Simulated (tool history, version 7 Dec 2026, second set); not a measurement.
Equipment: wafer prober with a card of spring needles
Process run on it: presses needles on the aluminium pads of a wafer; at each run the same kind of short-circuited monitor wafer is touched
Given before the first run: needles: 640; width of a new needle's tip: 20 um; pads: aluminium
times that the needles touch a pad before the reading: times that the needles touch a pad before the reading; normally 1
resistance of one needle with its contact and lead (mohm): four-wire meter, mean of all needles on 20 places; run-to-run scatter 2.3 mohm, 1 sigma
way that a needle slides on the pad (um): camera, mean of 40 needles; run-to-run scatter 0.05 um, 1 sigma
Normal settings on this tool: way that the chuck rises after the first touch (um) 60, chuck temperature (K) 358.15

run	hour	way that the chuck rises after the first touch (um)	chuck temperature (K)	times that the needles touch a pad before the reading	resistance of one needle with its contact and lead (mohm)	way that a needle slides on the pad (um)
1	0	60	358.15	1	624	11.78
# hour 9.7: tips cleaned on abrasive film
# hour 29: tips cleaned on abrasive film
# hour 50.1: tips cleaned on abrasive film
2	50.1	60	358.15	1	280	11.63
# hour 73.2: tips cleaned on abrasive film
# hour 97.4: tips cleaned on abrasive film
# hour 97.7: height of the first contact set anew
# hour 118.5: tips cleaned on abrasive film
3	118.5	60	358.15	1	285	12.16
# hour 141.7: tips cleaned on abrasive film
# hour 164.8: tips cleaned on abrasive film
# hour 188: tips cleaned on abrasive film
# hour 207.7: tips cleaned on abrasive film
4	207.7	60	387.15	1	306	12.03
# hour 231.4: tips cleaned on abrasive film
5	246.5	60	358.15	1	663	12.03
# hour 251.4: tips cleaned on abrasive film
# hour 270.7: tips cleaned on abrasive film
# hour 294.3: tips cleaned on abrasive film
# hour 317.9: tips cleaned on abrasive film
6	317.9	60	337.15	1	301	11.88
# hour 340.1: tips cleaned on abrasive film
# hour 364.2: tips cleaned on abrasive film
7	376	60	358.15	1	609	11.87
# hour 385.7: tips cleaned on abrasive film
# hour 409.8: tips cleaned on abrasive film
# hour 431.5: tips cleaned on abrasive film
8	431.5	60	358.15	1	295	11.82
# hour 455: tips cleaned on abrasive film
# hour 478.3: tips cleaned on abrasive film
# hour 499.6: tips cleaned on abrasive film
9	499.6	60	358.15	1	324	11.79
# hour 523.6: tips cleaned on abrasive film
# hour 547.7: tips cleaned on abrasive film
# hour 570: tips cleaned on abrasive film
10	582.1	60	358.15	1	646	11.75
# hour 591.8: tips cleaned on abrasive film
# hour 611.1: tips cleaned on abrasive film
# hour 634.4: tips cleaned on abrasive film
# hour 658.4: tips cleaned on abrasive film
11	671.8	60	358.15	1	681	11.65
# hour 680.6: tips cleaned on abrasive film
# hour 704.4: tips cleaned on abrasive film
# hour 727.9: tips cleaned on abrasive film
# hour 732.4: height of the first contact set anew
# hour 751.7: tips cleaned on abrasive film
12	755.9	60	358.15	1	474	12.05
# hour 774.7: tips cleaned on abrasive film
# hour 798.5: tips cleaned on abrasive film
# hour 821.7: tips cleaned on abrasive film
13	833.2	60	358.15	1	626	11.98
# hour 842.2: tips cleaned on abrasive film
# hour 865.7: tips cleaned on abrasive film
# hour 885.1: tips cleaned on abrasive film
# hour 909: tips cleaned on abrasive film
14	914	47	358.15	1	652	9.37
# hour 928.5: tips cleaned on abrasive film
# hour 951.8: tips cleaned on abrasive film
15	964.3	47	358.15	1	894	9.2
# hour 974: tips cleaned on abrasive film
# hour 997.3: tips cleaned on abrasive film
# hour 1020.5: tips cleaned on abrasive film
16	1030.7	49	358.15	1	752	9.63
# hour 1040: tips cleaned on abrasive film
# hour 1064.2: tips cleaned on abrasive film
# hour 1088.1: tips cleaned on abrasive film
17	1103.9	60	377.15	1	681	11.87
# hour 1108.8: tips cleaned on abrasive film
# hour 1132.9: tips cleaned on abrasive film
18	1147.6	60	377.15	2	514	11.78
# hour 1152.5: tips cleaned on abrasive film
# hour 1176.1: tips cleaned on abrasive film
19	1192.8	42	358.15	2	834	8.09
# hour 1197.7: tips cleaned on abrasive film
# hour 1221.8: tips cleaned on abrasive film
# hour 1245.9: tips cleaned on abrasive film
20	1256.5	43	358.15	2	684	8.37
# hour 1265.9: tips cleaned on abrasive film
# hour 1289.1: tips cleaned on abrasive film
21	1297.3	43	358.15	2	684	8.23
# hour 1311.8: tips cleaned on abrasive film
# hour 1335.9: tips cleaned on abrasive film
# hour 1360: tips cleaned on abrasive film
22	1362.8	60	302.15	1	429	11.62
# hour 1367.9: height of the first contact set anew
# hour 1382: tips cleaned on abrasive film
# hour 1401.3: tips cleaned on abrasive film
# hour 1425.4: tips cleaned on abrasive film
# hour 1447.6: tips cleaned on abrasive film
23	1455.1	60	302.15	1	579	12.11
# hour 1469.3: tips cleaned on abrasive film
# hour 1492.7: tips cleaned on abrasive film
24	1496.2	60	314.15	1	411	11.99
# hour 1515.5: tips cleaned on abrasive film
# hour 1539.1: tips cleaned on abrasive film
25	1546.5	60	358.15	2	423	11.83
# hour 1560.3: tips cleaned on abrasive film
# hour 1583.1: tips cleaned on abrasive film
# hour 1603: tips cleaned on abrasive film
26	1603	71	322.15	2	278	14.04
# hour 1627.1: tips cleaned on abrasive film
# hour 1650.3: tips cleaned on abrasive film
27	1658.2	43	358.15	2	621	8.42
# hour 1672.8: tips cleaned on abrasive film
# hour 1696.7: tips cleaned on abrasive film
# hour 1716.1: tips cleaned on abrasive film
28	1717.2	53	347.15	1	395	10.44
# hour 1736.1: tips cleaned on abrasive film
# hour 1759.3: tips cleaned on abrasive film
# hour 1783.3: tips cleaned on abrasive film
29	1796.6	49	328.15	1	969	9.59

Branching from run 29: 3 alternative next runs. What would each branch give?
# hour 1806.3: tips cleaned on abrasive film
# hour 1829.1: tips cleaned on abrasive film
# hour 1853.2: tips cleaned on abrasive film
A	1861.8	77	342.15	2	?	?
# hour 1806.3: tips cleaned on abrasive film
# hour 1829.1: tips cleaned on abrasive film
# hour 1853.2: tips cleaned on abrasive film
B	1861.8	60	358.15	1	?	?
# hour 1806.3: tips cleaned on abrasive film
# hour 1829.1: tips cleaned on abrasive film
# hour 1853.2: tips cleaned on abrasive film
C	1861.8	56	308.15	1	?	?

run	resistance of one needle with its contact and lead (mohm)	way that a needle slides on the pad (um)
A	371	15.08
B	572	11.74
C	628	10.86
The same runs, with their run-to-run variation unchanged, on a tool lacking any hidden condition would have given:
run	resistance of one needle with its contact and lead (mohm)	way that a needle slides on the pad (um)
A	251	15.45
B	262	12.11
C	249	11.24

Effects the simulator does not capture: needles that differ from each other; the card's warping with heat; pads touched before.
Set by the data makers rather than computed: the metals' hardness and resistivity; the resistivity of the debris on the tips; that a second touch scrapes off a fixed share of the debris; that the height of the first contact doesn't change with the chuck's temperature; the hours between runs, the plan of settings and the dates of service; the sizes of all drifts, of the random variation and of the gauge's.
